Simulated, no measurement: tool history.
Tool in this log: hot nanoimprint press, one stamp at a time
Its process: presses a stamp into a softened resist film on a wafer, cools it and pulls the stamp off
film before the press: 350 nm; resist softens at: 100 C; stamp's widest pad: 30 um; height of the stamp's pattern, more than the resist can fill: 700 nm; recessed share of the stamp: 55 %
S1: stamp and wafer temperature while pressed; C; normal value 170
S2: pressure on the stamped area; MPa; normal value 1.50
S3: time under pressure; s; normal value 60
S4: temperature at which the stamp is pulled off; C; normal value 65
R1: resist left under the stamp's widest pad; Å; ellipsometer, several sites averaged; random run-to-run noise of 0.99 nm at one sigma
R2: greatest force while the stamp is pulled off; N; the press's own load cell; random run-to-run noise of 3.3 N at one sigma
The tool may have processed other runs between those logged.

run 1 hour=0.0 | S1=170 S2=1.50 S3=60 S4=65 | R1=1411 R2=154
run 2 hour=78.8 | S1=170 S2=1.50 S3=60 S4=65 | R1=1410 R2=160
run 3 hour=156.7 | S1=170 S2=1.50 S3=60 S4=65 | R1=1416 R2=160
run 4 hour=202.7 | S1=170 S2=1.50 S3=101 S4=65 | R1=1178 R2=155
-- hour=215.3 stamp cleaned and given a new release coat
run 5 hour=257.5 | S1=162 S2=1.50 S3=101 S4=65 | R1=1738 R2=157
run 6 hour=339.1 | S1=162 S2=1.43 S3=101 S4=65 | R1=1780 R2=160
run 7 hour=431.7 | S1=162 S2=1.43 S3=101 S4=65 | R1=1772 R2=154
-- hour=443.1 plate thermocouple calibrated
run 8 hour=512.9 | S1=162 S2=1.43 S3=101 S4=65 | R1=1796 R2=160
run 9 hour=596.3 | S1=170 S2=1.50 S3=60 S4=65 | R1=1425 R2=158
-- hour=609.6 stamp cleaned and given a new release coat
run 10 hour=650.7 | S1=170 S2=1.50 S3=60 S4=65 | R1=1418 R2=159
run 11 hour=701.3 | S1=170 S2=1.50 S3=60 S4=65 | R1=1415 R2=156
run 12 hour=745.7 | S1=170 S2=1.50 S3=60 S4=65 | R1=1411 R2=158
run 13 hour=808.2 | S1=170 S2=1.50 S3=60 S4=65 | R1=1424 R2=152
-- hour=876.6 press's hydraulic seals changed and the load cell set to zero
run 14 hour=885.9 | S1=170 S2=1.50 S3=60 S4=65 | R1=1427 R2=155
run 15 hour=980.8 | S1=170 S2=1.50 S3=60 S4=65 | R1=1389 R2=157
-- hour=1013.1 stamp cleaned and given a new release coat
run 16 hour=1050.5 | S1=170 S2=1.50 S3=60 S4=65 | R1=1419 R2=158
-- hour=1075.7 plate thermocouple calibrated
run 17 hour=1131.3 | S1=170 S2=1.48 S3=60 S4=65 | R1=1441 R2=160
run 18 hour=1211.6 | S1=170 S2=1.25 S3=60 S4=65 | R1=1561 R2=162
run 19 hour=1299.7 | S1=170 S2=1.25 S3=60 S4=65 | R1=1560 R2=158
run 20 hour=1363.7 | S1=174 S2=1.25 S3=60 S4=53 | R1=1310 R2=205
-- hour=1404.9 stamp cleaned and given a new release coat
run 21 hour=1430.2 | S1=170 S2=2.16 S3=60 S4=64 | R1=1151 R2=163
run 22 hour=1477.5 | S1=170 S2=1.50 S3=60 S4=51 | R1=1428 R2=211
run 23 hour=1563.5 | S1=170 S2=1.50 S3=60 S4=51 | R1=1417 R2=209
run 24 hour=1617.2 | S1=170 S2=1.79 S3=60 S4=51 | R1=1280 R2=222
-- hour=1694.0 plate thermocouple calibrated
run 25 hour=1698.5 | S1=174 S2=1.81 S3=101 S4=50 | R1=865 R2=230
run 26 hour=1739.4 | S1=166 S2=2.00 S3=44 S4=62 | R1=1659 R2=174
run 27 hour=1786.7 | S1=166 S2=1.48 S3=76 S4=53 | R1=1588 R2=206
-- hour=1799.1 stamp cleaned and given a new release coat
run 28 hour=1866.2 | S1=166 S2=1.48 S3=52 S4=53 | R1=1801 R2=204
run 29 hour=1925.1 | S1=170 S2=1.50 S3=87 S4=54 | R1=1235 R2=206

Predict each of these 4 candidate next runs independently; none follows another, all start after run 29:
run A hour=2020.7 | S1=170 S2=1.50 S3=51 S4=69 | R1=? R2=?
run B hour=2020.7 | S1=170 S2=1.50 S3=116 S4=65 | R1=? R2=?
run C hour=2020.7 | S1=170 S2=2.37 S3=60 S4=65 | R1=? R2=?
run D hour=2020.7 | S1=176 S2=1.50 S3=42 S4=65 | R1=? R2=?

run=A R1=1495 R2=140
run=B R1=1114 R2=156
run=C R1=1097 R2=156
run=D R1=1244 R2=163
Without the tool's hidden state the same runs would have given:
run=A R1=1495 R2=139
run=B R1=1114 R2=155
run=C R1=1096 R2=155
run=D R1=1244 R2=162

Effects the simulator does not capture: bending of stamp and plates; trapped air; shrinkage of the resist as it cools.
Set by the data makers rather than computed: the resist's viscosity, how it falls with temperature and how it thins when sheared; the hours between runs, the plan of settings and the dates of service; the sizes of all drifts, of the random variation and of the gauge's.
